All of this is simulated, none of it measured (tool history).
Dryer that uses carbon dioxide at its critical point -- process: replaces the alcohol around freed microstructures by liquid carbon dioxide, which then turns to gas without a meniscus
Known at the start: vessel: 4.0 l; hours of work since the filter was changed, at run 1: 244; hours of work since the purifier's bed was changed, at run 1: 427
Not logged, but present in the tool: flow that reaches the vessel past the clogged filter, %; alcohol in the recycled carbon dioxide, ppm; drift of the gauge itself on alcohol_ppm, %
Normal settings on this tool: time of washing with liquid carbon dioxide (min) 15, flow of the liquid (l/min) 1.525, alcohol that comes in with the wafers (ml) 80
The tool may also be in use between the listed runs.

run     day  time of washing with liquid carbon dioxide (min)  flow of the liquid (l/min)  alcohol that comes in with the wafers (ml)  hours of work since the filter was changed  hours of work since the purifier's bed was changed  alcohol left in the vessel before it's heated (ppm by volume)
  1   0.000                                                15                       1.525                                          80                                         244                                                 427                                                            154
  2   1.625                                                15                       1.525                                          80                                         268                                                 452                                                            172
  3   3.262                                                15                       1.525                                          80                                         293                                                 476                                                            172
  4   4.583                                                15                       1.525                                          80                                         313                                                 496                                                            177
  5   5.846                                                 9                       1.525                                          80                                         332                                                 515                                                           1071
  6   7.842                                                15                       1.525                                          80                                         362                                                 545                                                            193
      9.404  -- inlet filter changed
  7  10.221                                                15                       1.525                                          80                                          12                                                 581                                                            141
  8  11.592                                                15                       1.525                                          80                                          33                                                 602                                                            149
  9  13.362                                                15                       1.525                                          80                                          60                                                 628                                                            155
 10  15.592                                                13                       2.200                                          40                                          93                                                 662                                                             73
 11  17.021                                                13                       2.200                                          40                                         115                                                 683                                                             76
 12  18.712                                                15                       1.360                                          68                                         141                                                 709                                                            234
 13  20.517                                                15                       1.600                                          68                                         168                                                 736                                                            136

Alternative continuations, all from the tool just after run 13; predict every row:
  A  22.446                                                 9                       2.220                                          48                                         197                                                 765                                                              ?
  B  22.446                                                15                       1.600                                          98                                         197                                                 765                                                              ?
  C  22.446                                                15                       1.160                                          68                                         197                                                 765                                                              ?

run  alcohol left in the vessel before it's heated (ppm by volume)
  A                                                            193
  B                                                            171
  C                                                            415
Without the tool's hidden state the same runs would have given:
run  alcohol left in the vessel before it's heated (ppm by volume)
  A                                                            104
  B                                                             84
  C                                                            285

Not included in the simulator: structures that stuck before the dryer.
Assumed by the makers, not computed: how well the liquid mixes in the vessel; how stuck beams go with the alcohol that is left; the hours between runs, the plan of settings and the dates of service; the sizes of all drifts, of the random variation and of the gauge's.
